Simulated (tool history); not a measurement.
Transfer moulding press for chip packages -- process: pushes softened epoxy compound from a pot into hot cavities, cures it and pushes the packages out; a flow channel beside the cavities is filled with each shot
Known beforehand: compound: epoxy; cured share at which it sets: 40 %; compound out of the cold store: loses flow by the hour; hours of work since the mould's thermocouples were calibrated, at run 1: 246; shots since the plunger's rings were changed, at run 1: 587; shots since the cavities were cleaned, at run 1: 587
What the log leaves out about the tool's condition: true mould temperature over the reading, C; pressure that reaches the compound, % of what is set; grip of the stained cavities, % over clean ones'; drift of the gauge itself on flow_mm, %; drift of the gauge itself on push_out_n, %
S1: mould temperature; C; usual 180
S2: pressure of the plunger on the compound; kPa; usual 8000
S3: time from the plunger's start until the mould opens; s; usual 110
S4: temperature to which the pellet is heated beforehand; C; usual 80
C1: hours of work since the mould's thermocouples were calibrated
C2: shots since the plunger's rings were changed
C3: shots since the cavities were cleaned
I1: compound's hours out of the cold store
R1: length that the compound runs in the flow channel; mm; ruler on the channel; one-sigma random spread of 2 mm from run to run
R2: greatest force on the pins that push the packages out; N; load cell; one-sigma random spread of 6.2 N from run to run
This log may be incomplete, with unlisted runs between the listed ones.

Run 1, hour 0: usual settings; C1 246; C2 587; C3 587; I1 33. Result: R1 663 mm, R2 344 N.
At hour 6.2: cavities cleaned with cleaning compound and waxed.
At hour 68.9: cavities cleaned with cleaning compound and waxed.
Run 2, hour 79: usual settings; C1 292; C2 1379; C3 106; I1 21.9. Result: R1 695 mm, R2 280 N.
At hour 132.1: cavities cleaned with cleaning compound and waxed.
Run 3, hour 137: usual settings but S1 184 C; C1 325; C2 1967; C3 52; I1 28.3. Result: R1 655 mm, R2 246 N.
At hour 183.2: mould's thermocouples calibrated.
At hour 197.5: cavities cleaned with cleaning compound and waxed.
Run 4, hour 215.3: usual settings but S1 184 C; C1 18; C2 2744; C3 185; I1 30.5. Result: R1 641 mm, R2 260 N.
At hour 257.7: cavities cleaned with cleaning compound and waxed.
Run 5, hour 259.9: usual settings but S4 73 C; C1 44; C2 3193; C3 22; I1 18.3. Result: R1 692 mm, R2 249 N.
Run 6, hour 300.4: usual settings but S4 73 C; C1 68; C2 3614; C3 443; I1 46. Result: R1 605 mm, R2 320 N.
At hour 318.8: cavities cleaned with cleaning compound and waxed.
At hour 379.7: cavities cleaned with cleaning compound and waxed.
Run 7, hour 381.9: usual settings but S1 172 C; C1 115; C2 4431; C3 23; I1 45.3. Result: R1 634 mm, R2 376 N.
At hour 414.1: plunger's sealing rings changed.
Run 8, hour 434.7: usual settings but S1 172 C; C1 145; C2 213; C3 546; I1 24.9. Result: R1 717 mm, R2 551 N.
At hour 441: cavities cleaned with cleaning compound and waxed.
Run 9, hour 495.7: usual settings but S1 182 C; C1 181; C2 833; C3 569; I1 9.7. Result: R1 725 mm, R2 319 N.
At hour 501.5: cavities cleaned with cleaning compound and waxed.
At hour 561.8: cavities cleaned with cleaning compound and waxed.
Run 10, hour 575.8: usual settings but S3 128 s; C1 227; C2 1635; C3 146; I1 43.9. Result: R1 623 mm, R2 264 N.
Run 11, hour 616.1: usual settings but S3 128 s; C1 251; C2 2054; C3 565; I1 8.1. Result: R1 740 mm, R2 324 N.
At hour 624.4: cavities cleaned with cleaning compound and waxed.
Run 12, hour 667.2: usual settings; C1 281; C2 2571; C3 446; I1 18.8. Result: R1 695 mm, R2 350 N.
At hour 684.4: cavities cleaned with cleaning compound and waxed.
Run 13, hour 722.1: usual settings but S2 7560 kPa; C1 313; C2 3126; C3 392; I1 46.7. Result: R1 591 mm, R2 314 N.
At hour 743.1: cavities cleaned with cleaning compound and waxed.
Run 14, hour 776.7: usual settings but S1 188 C, S2 6570 kPa, S3 122 s, S4 71 C; C1 345; C2 3679; C3 350; I1 14.6. Result: R1 611 mm, R2 277 N.
At hour 795.2: mould's thermocouples calibrated.
At hour 803.8: cavities cleaned with cleaning compound and waxed.
Run 15, hour 827.5: usual settings but S1 188 C, S2 6570 kPa, S3 122 s, S4 71 C; C1 18; C2 4170; C3 246; I1 31.1. Result: R1 561 mm, R2 255 N.
At hour 868.8: cavities cleaned with cleaning compound and waxed.
Run 16, hour 873.8: usual settings but S1 188 C, S2 6570 kPa, S3 122 s, S4 71 C; C1 45; C2 4637; C3 52; I1 16.9. Result: R1 603 mm, R2 220 N.
At hour 886.1: plunger's sealing rings changed.
At hour 934.6: cavities cleaned with cleaning compound and waxed.
Run 17, hour 939: usual settings but S1 176 C, S2 6820 kPa, S3 91 s; C1 82; C2 535; C3 46; I1 8.1. Result: R1 707 mm, R2 499 N.
Run 18, hour 976.8: usual settings but S1 176 C, S2 6820 kPa, S3 91 s; C1 104; C2 928; C3 439; I1 34.9. Result: R1 618 mm, R2 587 N.
At hour 995.1: cavities cleaned with cleaning compound and waxed.
Run 19, hour 1034.5: usual settings but S1 176 C, S2 6820 kPa, S3 91 s; C1 138; C2 1513; C3 410; I1 24.9. Result: R1 644 mm, R2 609 N.
At hour 1057.7: cavities cleaned with cleaning compound and waxed.
Run 20, hour 1105.8: usual settings but S4 77 C; C1 180; C2 2239; C3 501; I1 43.2. Result: R1 621 mm, R2 327 N.
At hour 1116.7: cavities cleaned with cleaning compound and waxed.
Run 21, hour 1151.4: usual settings but S1 174 C, S2 6390 kPa, S4 77 C; C1 206; C2 2699; C3 362; I1 17.7. Result: R1 651 mm, R2 487 N.
At hour 1176.8: cavities cleaned with cleaning compound and waxed.
Run 22, hour 1208.9: usual settings but S1 174 C, S2 6390 kPa, S4 77 C; C1 240; C2 3281; C3 334; I1 40.4. Result: R1 578 mm, R2 447 N.
At hour 1237.7: cavities cleaned with cleaning compound and waxed.
Run 23, hour 1252.9: usual settings but S1 179 C, S2 6810 kPa; C1 265; C2 3723; C3 158; I1 44.9. Result: R1 571 mm, R2 290 N.
At hour 1298.9: cavities cleaned with cleaning compound and waxed.
Run 24, hour 1318.4: usual settings but S1 178 C, S3 95 s; C1 303; C2 4389; C3 203; I1 39.7. Result: R1 630 mm, R2 415 N.
At hour 1352.9: plunger's sealing rings changed.
At hour 1360.4: cavities cleaned with cleaning compound and waxed.
Run 25, hour 1401.4: usual settings but S1 172 C, S2 6800 kPa, S3 95 s; C1 351; C2 489; C3 427; I1 11.4. Result: R1 716 mm, R2 829 N.

The same runs without the tool's hidden state, with the same run-to-run variation:
run   R1   R2
  1  665  229
  2  700  239
  3  663  222
  4  656  217
  5  711  241
  6  624  232
  7  657  356
  8  721  379
  9  732  220
 10  633  221
 11  753  222
 12  709  250
 13  606  228
 14  629  207
 15  580  203
 16  626  203
 17  708  443
 18  621  407
 19  650  421
 20  629  224
 21  661  345
 22  589  312
 23  584  235
 24  647  314
 25  714  555

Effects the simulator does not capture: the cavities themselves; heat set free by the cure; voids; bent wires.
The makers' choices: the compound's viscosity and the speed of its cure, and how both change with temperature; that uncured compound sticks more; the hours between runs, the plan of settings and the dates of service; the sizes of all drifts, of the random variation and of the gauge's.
